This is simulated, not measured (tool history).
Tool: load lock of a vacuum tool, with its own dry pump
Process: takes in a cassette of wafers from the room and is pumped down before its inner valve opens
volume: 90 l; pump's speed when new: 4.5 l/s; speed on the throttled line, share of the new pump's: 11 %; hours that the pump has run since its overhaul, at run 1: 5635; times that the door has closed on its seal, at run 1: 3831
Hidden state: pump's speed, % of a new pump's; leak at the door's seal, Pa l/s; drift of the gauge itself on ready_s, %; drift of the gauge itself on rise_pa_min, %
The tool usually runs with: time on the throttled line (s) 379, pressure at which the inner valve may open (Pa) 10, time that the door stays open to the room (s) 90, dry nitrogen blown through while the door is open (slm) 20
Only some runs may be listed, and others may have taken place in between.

run,day,time on the throttled line (s),pressure at which the inner valve may open (Pa),time that the door stays open to the room (s),dry nitrogen blown through while the door is open (slm),hours that the pump has run since its overhaul,times that the door has closed on its seal,"incoming humidity of the room's air, %",time from the closed door until the inner valve may open (s),rise of the pressure with all valves shut (Pa/min)
1,0.000,379,10,90,20,5635,3831,45.3,541.6,0.043
2,9.075,379,10,90,20,5853,4295,45.3,541.4,0.043
3,17.062,379,10,90,20,6045,4703,44.1,550.2,0.043
4,23.083,379,10,90,20,6189,5010,42.7,546.0,0.040
5,27.583,379,10,90,20,6297,5240,43.8,547.9,0.046
6,35.125,379,10,90,20,6478,5625,43.9,546.1,0.043
7,40.512,379,10,90,20,6607,5900,44.4,548.8,0.046
8,47.925,216,8,107,4,6785,6279,46.0,408.9,0.064
9,56.450,379,20,90,20,6990,6714,44.6,531.2,0.051
10,63.421,379,20,90,20,7157,7071,40.6,539.3,0.053
11,72.088,379,13,151,5,7365,7513,41.8,546.1,0.075
12,76.712,338,11,26,5,7476,7750,47.5,514.3,0.045

Each row is a separate what-if for the run after 12, all from the same tool condition, not one after another. Results?
A,82.675,338,11,34,5,7619,8054,45.1,?,?
B,82.675,338,11,26,36,7619,8054,46.0,?,?
C,82.675,193,14,90,20,7619,8054,45.5,?,?

run,time from the closed door until the inner valve may open (s),rise of the pressure with all valves shut (Pa/min)
A,514.8,0.050
B,512.7,0.037
C,377.7,0.059
With no hidden state in the tool, these same runs would have given:
run,time from the closed door until the inner valve may open (s),rise of the pressure with all valves shut (Pa/min)
A,489.3,0.018
B,487.2,0.005
C,351.1,0.027

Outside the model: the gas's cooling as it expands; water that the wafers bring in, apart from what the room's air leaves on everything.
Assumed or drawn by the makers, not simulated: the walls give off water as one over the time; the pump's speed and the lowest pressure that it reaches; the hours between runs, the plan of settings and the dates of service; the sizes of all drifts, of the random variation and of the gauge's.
